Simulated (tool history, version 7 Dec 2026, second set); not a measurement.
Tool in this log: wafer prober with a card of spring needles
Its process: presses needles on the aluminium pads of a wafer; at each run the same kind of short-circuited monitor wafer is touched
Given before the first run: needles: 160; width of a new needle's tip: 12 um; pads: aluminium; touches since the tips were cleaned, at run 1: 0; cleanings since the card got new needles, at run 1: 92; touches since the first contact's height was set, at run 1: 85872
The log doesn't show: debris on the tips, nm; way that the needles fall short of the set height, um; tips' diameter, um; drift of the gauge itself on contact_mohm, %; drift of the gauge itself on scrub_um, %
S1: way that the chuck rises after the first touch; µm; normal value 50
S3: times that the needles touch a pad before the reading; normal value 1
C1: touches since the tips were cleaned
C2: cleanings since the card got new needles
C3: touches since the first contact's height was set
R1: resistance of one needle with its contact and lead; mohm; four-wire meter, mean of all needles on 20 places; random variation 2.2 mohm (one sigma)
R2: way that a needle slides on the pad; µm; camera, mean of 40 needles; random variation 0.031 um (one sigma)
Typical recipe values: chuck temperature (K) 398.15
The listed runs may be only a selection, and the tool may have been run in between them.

{"run": 1, "hour": 0.0, "S1": 50, "chuck temperature (K)": 398.15, "S3": 1, "C1": 0, "C2": 92, "C3": 85872, "R1": 246, "R2": 6.17}
{"hour": 13.0, "done": "tips cleaned on abrasive film"}
{"hour": 29.3, "done": "tips cleaned on abrasive film"}
{"hour": 45.5, "done": "tips cleaned on abrasive film"}
{"run": 2, "hour": 46.5, "S1": 50, "chuck temperature (K)": 398.15, "S3": 1, "C1": 390, "C2": 95, "C3": 103020, "R1": 251, "R2": 6.18}
{"hour": 59.6, "done": "tips cleaned on abrasive film"}
{"hour": 66.3, "done": "height of the first contact set anew"}
{"hour": 76.1, "done": "tips cleaned on abrasive film"}
{"hour": 92.3, "done": "tips cleaned on abrasive film"}
{"hour": 108.6, "done": "tips cleaned on abrasive film"}
{"hour": 124.8, "done": "tips cleaned on abrasive film"}
{"run": 3, "hour": 127.8, "S1": 50, "chuck temperature (K)": 398.15, "S3": 1, "C1": 1087, "C2": 100, "C3": 22633, "R1": 276, "R2": 6.11}
{"hour": 140.8, "done": "tips cleaned on abrasive film"}
{"hour": 157.0, "done": "tips cleaned on abrasive film"}
{"hour": 170.0, "done": "tips cleaned on abrasive film"}
{"hour": 186.3, "done": "tips cleaned on abrasive film"}
{"run": 4, "hour": 186.9, "S1": 50, "chuck temperature (K)": 398.15, "S3": 1, "C1": 240, "C2": 104, "C3": 44419, "R1": 258, "R2": 6.06}
{"hour": 199.9, "done": "tips cleaned on abrasive film"}
{"hour": 216.2, "done": "tips cleaned on abrasive film"}
{"hour": 232.4, "done": "tips cleaned on abrasive film"}
{"hour": 248.7, "done": "tips cleaned on abrasive film"}
{"run": 5, "hour": 257.0, "S1": 50, "chuck temperature (K)": 398.15, "S3": 1, "C1": 3092, "C2": 108, "C3": 70256, "R1": 281, "R2": 6.0}
{"hour": 263.6, "done": "tips cleaned on abrasive film"}
{"hour": 279.8, "done": "tips cleaned on abrasive film"}
{"hour": 292.8, "done": "tips cleaned on abrasive film"}
{"hour": 309.0, "done": "tips cleaned on abrasive film"}
{"run": 6, "hour": 311.3, "S1": 50, "chuck temperature (K)": 398.15, "S3": 1, "C1": 817, "C2": 112, "C3": 90225, "R1": 263, "R2": 5.94}
{"hour": 324.3, "done": "tips cleaned on abrasive film"}
{"hour": 340.5, "done": "tips cleaned on abrasive film"}
{"run": 7, "hour": 350.1, "S1": 50, "chuck temperature (K)": 398.15, "S3": 1, "C1": 3541, "C2": 114, "C3": 104540, "R1": 287, "R2": 5.9}
{"hour": 356.6, "done": "tips cleaned on abrasive film"}
{"hour": 366.6, "done": "height of the first contact set anew"}
{"hour": 373.2, "done": "tips cleaned on abrasive film"}
{"hour": 389.4, "done": "tips cleaned on abrasive film"}
{"run": 8, "hour": 390.5, "S1": 50, "chuck temperature (K)": 376.15, "S3": 1, "C1": 406, "C2": 117, "C3": 8785, "R1": 251, "R2": 6.28}
{"hour": 403.5, "done": "tips cleaned on abrasive film"}
{"hour": 416.5, "done": "tips cleaned on abrasive film"}
{"hour": 433.0, "done": "height of the first contact set anew, once more"}
{"hour": 433.1, "done": "tips cleaned on abrasive film"}
{"hour": 449.3, "done": "tips cleaned on abrasive film"}
{"hour": 465.5, "done": "tips cleaned on abrasive film"}
{"run": 9, "hour": 475.8, "S1": 50, "chuck temperature (K)": 376.15, "S3": 1, "C1": 3813, "C2": 122, "C3": 15784, "R1": 282, "R2": 6.35}
{"hour": 479.2, "done": "tips cleaned on abrasive film"}
{"hour": 492.2, "done": "tips cleaned on abrasive film"}
{"hour": 508.4, "done": "tips cleaned on abrasive film"}
{"run": 10, "hour": 518.5, "S1": 30, "chuck temperature (K)": 376.15, "S3": 1, "C1": 3746, "C2": 125, "C3": 31499, "R1": 355, "R2": 3.74}
{"hour": 521.8, "done": "tips cleaned on abrasive film"}
{"hour": 534.8, "done": "tips cleaned on abrasive film"}
{"hour": 551.1, "done": "tips cleaned on abrasive film"}
{"hour": 567.3, "done": "tips cleaned on abrasive film"}
{"hour": 583.6, "done": "tips cleaned on abrasive film"}
{"run": 11, "hour": 590.5, "S1": 50, "chuck temperature (K)": 299.15, "S3": 1, "C1": 2582, "C2": 130, "C3": 58017, "R1": 259, "R2": 6.31}
{"hour": 597.1, "done": "tips cleaned on abrasive film"}
{"hour": 610.1, "done": "tips cleaned on abrasive film"}
{"hour": 626.3, "done": "tips cleaned on abrasive film"}
{"hour": 639.3, "done": "tips cleaned on abrasive film"}
{"hour": 655.6, "done": "tips cleaned on abrasive film"}
{"hour": 671.8, "done": "tips cleaned on abrasive film"}
{"run": 12, "hour": 674.9, "S1": 50, "chuck temperature (K)": 299.15, "S3": 1, "C1": 1145, "C2": 136, "C3": 89083, "R1": 250, "R2": 6.16}
{"hour": 687.9, "done": "tips cleaned on abrasive film"}
{"hour": 704.2, "done": "tips cleaned on abrasive film"}
{"hour": 717.6, "done": "tips cleaned on abrasive film"}
{"run": 13, "hour": 717.6, "S1": 50, "chuck temperature (K)": 398.15, "S3": 1, "C1": 0, "C2": 139, "C3": 104793, "R1": 252, "R2": 6.11}
{"hour": 730.6, "done": "tips cleaned on abrasive film"}
{"hour": 734.1, "done": "height of the first contact set anew"}
{"hour": 747.2, "done": "tips cleaned on abrasive film"}
{"run": 14, "hour": 755.6, "S1": 50, "chuck temperature (K)": 398.15, "S3": 1, "C1": 3111, "C2": 141, "C3": 7899, "R1": 284, "R2": 6.42}
{"hour": 762.1, "done": "tips cleaned on abrasive film"}
{"hour": 778.4, "done": "tips cleaned on abrasive film"}
{"hour": 794.6, "done": "tips cleaned on abrasive film"}
{"hour": 810.8, "done": "tips cleaned on abrasive film"}
{"hour": 827.1, "done": "tips cleaned on abrasive film"}
{"run": 15, "hour": 839.3, "S1": 50, "chuck temperature (K)": 398.15, "S3": 1, "C1": 4542, "C2": 146, "C3": 38776, "R1": 293, "R2": 6.35}
{"hour": 842.7, "done": "tips cleaned on abrasive film"}
{"hour": 858.9, "done": "tips cleaned on abrasive film"}
{"hour": 871.9, "done": "tips cleaned on abrasive film"}
{"hour": 888.2, "done": "tips cleaned on abrasive film"}
{"hour": 901.2, "done": "tips cleaned on abrasive film"}
{"hour": 917.4, "done": "tips cleaned on abrasive film"}
{"run": 16, "hour": 918.2, "S1": 42, "chuck temperature (K)": 398.15, "S3": 1, "C1": 283, "C2": 152, "C3": 67789, "R1": 261, "R2": 5.25}
{"hour": 931.2, "done": "tips cleaned on abrasive film"}
{"hour": 947.4, "done": "tips cleaned on abrasive film"}
{"hour": 963.7, "done": "tips cleaned on abrasive film"}
{"run": 17, "hour": 975.2, "S1": 30, "chuck temperature (K)": 325.15, "S3": 1, "C1": 4271, "C2": 155, "C3": 88820, "R1": 371, "R2": 3.68}
{"hour": 978.5, "done": "tips cleaned on abrasive film"}
{"hour": 994.8, "done": "tips cleaned on abrasive film"}
{"hour": 1011.0, "done": "tips cleaned on abrasive film"}
{"hour": 1027.3, "done": "tips cleaned on abrasive film"}
{"hour": 1034.0, "done": "height of the first contact set anew"}
{"hour": 1040.6, "done": "tips cleaned on abrasive film"}
{"hour": 1056.8, "done": "tips cleaned on abrasive film"}
{"run": 18, "hour": 1058.5, "S1": 69, "chuck temperature (K)": 398.15, "S3": 2, "C1": 612, "C2": 161, "C3": 8992, "R1": 249, "R2": 8.79}
{"hour": 1071.5, "done": "tips cleaned on abrasive film"}
{"hour": 1087.7, "done": "tips cleaned on abrasive film"}
{"hour": 1104.0, "done": "tips cleaned on abrasive film"}
{"run": 19, "hour": 1105.2, "S1": 52, "chuck temperature (K)": 308.15, "S3": 3, "C1": 464, "C2": 164, "C3": 26215, "R1": 228, "R2": 6.57}
{"hour": 1118.2, "done": "tips cleaned on abrasive film"}
{"hour": 1134.5, "done": "tips cleaned on abrasive film"}
{"hour": 1150.7, "done": "tips cleaned on abrasive film"}
{"hour": 1163.7, "done": "tips cleaned on abrasive film"}
{"hour": 1180.0, "done": "tips cleaned on abrasive film"}
{"run": 20, "hour": 1192.0, "S1": 60, "chuck temperature (K)": 379.15, "S3": 1, "C1": 4470, "C2": 169, "C3": 58217, "R1": 279, "R2": 7.54}
{"hour": 1195.3, "done": "tips cleaned on abrasive film"}
{"hour": 1211.6, "done": "tips cleaned on abrasive film"}
{"hour": 1227.8, "done": "tips cleaned on abrasive film"}
{"hour": 1244.1, "done": "tips cleaned on abrasive film"}
{"hour": 1260.3, "done": "tips cleaned on abrasive film"}
{"hour": 1273.3, "done": "tips cleaned on abrasive film"}
{"run": 21, "hour": 1276.5, "S1": 60, "chuck temperature (K)": 379.15, "S3": 1, "C1": 1185, "C2": 175, "C3": 89328, "R1": 261, "R2": 7.51}
{"hour": 1289.5, "done": "tips cleaned on abrasive film"}
{"hour": 1305.8, "done": "tips cleaned on abrasive film"}
{"hour": 1322.0, "done": "tips cleaned on abrasive film"}
{"hour": 1335.2, "done": "height of the first contact set anew"}
{"hour": 1338.6, "done": "tips cleaned on abrasive film"}
{"run": 22, "hour": 1349.5, "S1": 60, "chuck temperature (K)": 320.15, "S3": 1, "C1": 4059, "C2": 179, "C3": 5257, "R1": 262, "R2": 7.65}
{"hour": 1352.8, "done": "tips cleaned on abrasive film"}
{"hour": 1369.1, "done": "tips cleaned on abrasive film"}
{"hour": 1385.3, "done": "tips cleaned on abrasive film"}
{"hour": 1401.6, "done": "tips cleaned on abrasive film"}
{"hour": 1417.8, "done": "tips cleaned on abrasive film"}
{"run": 23, "hour": 1427.8, "S1": 60, "chuck temperature (K)": 320.15, "S3": 1, "C1": 3703, "C2": 184, "C3": 34100, "R1": 264, "R2": 7.59}
{"hour": 1431.1, "done": "tips cleaned on abrasive film"}
{"hour": 1444.1, "done": "tips cleaned on abrasive film"}
{"hour": 1460.4, "done": "tips cleaned on abrasive film"}
{"hour": 1473.4, "done": "tips cleaned on abrasive film"}
{"hour": 1489.6, "done": "tips cleaned on abrasive film"}
{"run": 24, "hour": 1493.1, "S1": 69, "chuck temperature (K)": 320.15, "S3": 2, "C1": 1295, "C2": 189, "C3": 58134, "R1": 234, "R2": 8.67}
{"hour": 1502.9, "done": "tips cleaned on abrasive film"}
{"hour": 1515.9, "done": "tips cleaned on abrasive film"}
{"hour": 1532.2, "done": "tips cleaned on abrasive film"}
{"hour": 1548.4, "done": "tips cleaned on abrasive film"}
{"hour": 1564.6, "done": "tips cleaned on abrasive film"}
{"run": 25, "hour": 1574.9, "S1": 35, "chuck temperature (K)": 304.15, "S3": 2, "C1": 3799, "C2": 194, "C3": 88266, "R1": 294, "R2": 4.28}
{"hour": 1578.2, "done": "tips cleaned on abrasive film"}
{"hour": 1590.2, "done": "card fitted with new needles"}
{"hour": 1606.5, "done": "tips cleaned on abrasive film"}
{"hour": 1622.7, "done": "tips cleaned on abrasive film"}
{"hour": 1638.9, "done": "tips cleaned on abrasive film"}
{"hour": 1655.2, "done": "tips cleaned on abrasive film"}
{"run": 26, "hour": 1667.6, "S1": 47, "chuck temperature (K)": 398.15, "S3": 1, "C1": 4598, "C2": 4, "C3": 28539, "R1": 285, "R2": 5.92}

What if the next run were any one of these 3? Each begins from the tool's condition after run 26:
{"hour": 1670.9, "done": "tips cleaned on abrasive film"}
{"hour": 1687.2, "done": "tips cleaned on abrasive film"}
{"hour": 1703.4, "done": "tips cleaned on abrasive film"}
{"run": "A", "hour": 1705.0, "S1": 59, "chuck temperature (K)": 324.15, "S3": 1, "C1": 577, "C2": 7, "C3": 42284, "R1": "?", "R2": "?"}
{"hour": 1670.9, "done": "tips cleaned on abrasive film"}
{"hour": 1687.2, "done": "tips cleaned on abrasive film"}
{"hour": 1703.4, "done": "tips cleaned on abrasive film"}
{"run": "B", "hour": 1705.0, "S1": 43, "chuck temperature (K)": 308.15, "S3": 2, "C1": 577, "C2": 7, "C3": 42284, "R1": "?", "R2": "?"}
{"hour": 1670.9, "done": "tips cleaned on abrasive film"}
{"hour": 1687.2, "done": "tips cleaned on abrasive film"}
{"hour": 1703.4, "done": "tips cleaned on abrasive film"}
{"run": "C", "hour": 1705.0, "S1": 61, "chuck temperature (K)": 398.15, "S3": 1, "C1": 577, "C2": 7, "C3": 42284, "R1": "?", "R2": "?"}

run=A R1=239 R2=7.46
run=B R1=233 R2=5.41
run=C R1=255 R2=7.75
What these runs would have given with no unlogged condition in the tool:
run=A R1=230 R2=7.54
run=B R1=226 R2=5.50
run=C R1=246 R2=7.83
